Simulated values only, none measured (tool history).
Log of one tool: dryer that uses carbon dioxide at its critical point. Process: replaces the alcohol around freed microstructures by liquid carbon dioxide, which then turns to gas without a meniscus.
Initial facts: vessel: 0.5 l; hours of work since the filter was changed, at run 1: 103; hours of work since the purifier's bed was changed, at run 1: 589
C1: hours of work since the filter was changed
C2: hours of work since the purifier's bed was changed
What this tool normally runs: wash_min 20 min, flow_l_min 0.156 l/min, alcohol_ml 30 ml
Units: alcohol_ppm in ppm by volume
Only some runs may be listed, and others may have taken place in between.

Run 1, hour 0.0: usual settings; C1 103; C2 589. Result: alcohol_ppm 690 ppm by volume.
Run 2, hour 32.0: usual settings but alcohol_ml 41 ml; C1 117; C2 603. Result: alcohol_ppm 935 ppm by volume.
Run 3, hour 54.7: usual settings but alcohol_ml 41 ml; C1 127; C2 612. Result: alcohol_ppm 927 ppm by volume.
Run 4, hour 89.4: usual settings but alcohol_ml 41 ml; C1 142; C2 627. Result: alcohol_ppm 975 ppm by volume.
Run 5, hour 108.2: usual settings but alcohol_ml 77 ml; C1 150; C2 635. Result: alcohol_ppm 1721 ppm by volume.
Run 6, hour 145.2: usual settings but alcohol_ml 29 ml; C1 165; C2 651. Result: alcohol_ppm 732 ppm by volume.
Run 7, hour 171.5: usual settings but flow_l_min 0.132 l/min; C1 177; C2 662. Result: alcohol_ppm 1441 ppm by volume.
Run 8, hour 194.8: usual settings but flow_l_min 0.132 l/min; C1 187; C2 672. Result: alcohol_ppm 1491 ppm by volume.
Run 9, hour 219.3: usual settings but flow_l_min 0.132 l/min; C1 197; C2 682. Result: alcohol_ppm 1515 ppm by volume.
Run 10, hour 252.6: usual settings but flow_l_min 0.112 l/min; C1 211; C2 697. Result: alcohol_ppm 2706 ppm by volume.
Run 11, hour 273.9: usual settings but wash_min 31 min; C1 220; C2 706. Result: alcohol_ppm 194 ppm by volume.
Run 12, hour 298.7: usual settings but alcohol_ml 87 ml; C1 231; C2 716. Result: alcohol_ppm 2155 ppm by volume.
Run 13, hour 328.1: usual settings but wash_min 17 min; C1 243; C2 729. Result: alcohol_ppm 1533 ppm by volume.
Run 14, hour 356.2: usual settings; C1 255; C2 741. Result: alcohol_ppm 878 ppm by volume.
Run 15, hour 384.8: usual settings; C1 268; C2 753. Result: alcohol_ppm 874 ppm by volume.
Run 16, hour 408.7: usual settings; C1 278; C2 763. Result: alcohol_ppm 908 ppm by volume.
Run 17, hour 432.7: usual settings but alcohol_ml 66 ml; C1 288; C2 774. Result: alcohol_ppm 1857 ppm by volume.
Run 18, hour 466.6: usual settings but alcohol_ml 90 ml; C1 303; C2 788. Result: alcohol_ppm 2566 ppm by volume.
Run 19, hour 506.3: usual settings but wash_min 25 min, flow_l_min 0.185 l/min; C1 320; C2 805. Result: alcohol_ppm 249 ppm by volume.
Run 20, hour 529.9: usual settings but flow_l_min 0.152 l/min, alcohol_ml 53 ml; C1 330; C2 815. Result: alcohol_ppm 1813 ppm by volume.
At hour 542.0: inlet filter changed.
Run 21, hour 572.7: usual settings but flow_l_min 0.120 l/min, alcohol_ml 39 ml; C1 13; C2 833. Result: alcohol_ppm 2185 ppm by volume.
Run 22, hour 598.6: usual settings but wash_min 29 min, flow_l_min 0.157 l/min; C1 24; C2 844. Result: alcohol_ppm 217 ppm by volume.
Run 23, hour 630.4: usual settings but wash_min 22 min, flow_l_min 0.121 l/min, alcohol_ml 105 ml; C1 38; C2 857. Result: alcohol_ppm 3995 ppm by volume.
Run 24, hour 649.3: usual settings but wash_min 31 min, alcohol_ml 81 ml; C1 46; C2 866. Result: alcohol_ppm 277 ppm by volume.
Run 25, hour 671.6: usual settings but wash_min 16 min, flow_l_min 0.103 l/min, alcohol_ml 24 ml; C1 55; C2 875. Result: alcohol_ppm 4293 ppm by volume.
Run 26, hour 692.2: usual settings but wash_min 15 min, flow_l_min 0.103 l/min, alcohol_ml 28 ml; C1 64; C2 884. Result: alcohol_ppm 5910 ppm by volume.
Run 27, hour 720.5: usual settings but wash_min 22 min, flow_l_min 0.199 l/min, alcohol_ml 22 ml; C1 76; C2 896. Result: alcohol_ppm 234 ppm by volume.
Run 28, hour 746.3: usual settings but wash_min 12 min, flow_l_min 0.238 l/min, alcohol_ml 22 ml; C1 87; C2 907. Result: alcohol_ppm 746 ppm by volume.
Run 29, hour 770.6: usual settings but wash_min 21 min, flow_l_min 0.188 l/min, alcohol_ml 24 ml; C1 98; C2 917. Result: alcohol_ppm 295 ppm by volume.
Run 30, hour 804.8: usual settings but wash_min 21 min, flow_l_min 0.188 l/min, alcohol_ml 24 ml; C1 112; C2 932. Result: alcohol_ppm 318 ppm by volume.
Run 31, hour 838.6: usual settings but wash_min 21 min, flow_l_min 0.188 l/min, alcohol_ml 24 ml; C1 127; C2 946. Result: alcohol_ppm 321 ppm by volume.
Run 32, hour 875.2: usual settings but wash_min 18 min, flow_l_min 0.218 l/min; C1 142; C2 962. Result: alcohol_ppm 367 ppm by volume.
Run 33, hour 892.5: usual settings but wash_min 26 min, alcohol_ml 119 ml; C1 150; C2 969. Result: alcohol_ppm 835 ppm by volume.
Run 34, hour 928.1: usual settings but wash_min 26 min, alcohol_ml 119 ml; C1 165; C2 984. Result: alcohol_ppm 851 ppm by volume.
Run 35, hour 969.0: usual settings but wash_min 18 min, flow_l_min 0.163 l/min, alcohol_ml 83 ml; C1 182; C2 1002. Result: alcohol_ppm 2561 ppm by volume.

Alternative continuations, all from the tool just after run 35; predict every row:
Run A, hour 1007.2: usual settings but wash_min 26 min, flow_l_min 0.123 l/min, alcohol_ml 35 ml; C1 198; C2 1018. Result: alcohol_ppm ?.
Run B, hour 1007.2: usual settings but wash_min 19 min, flow_l_min 0.111 l/min, alcohol_ml 70 ml; C1 198; C2 1018. Result: alcohol_ppm ?.
Run C, hour 1007.2: usual settings but wash_min 17 min, flow_l_min 0.211 l/min, alcohol_ml 110 ml; C1 198; C2 1018. Result: alcohol_ppm ?.

run  alcohol_ppm
  A          937
  B         7208
  C         1406
With the hidden condition removed and each run's random variation left untouched, the same runs would have given:
run  alcohol_ppm
  A          542
  B         5682
  C          839
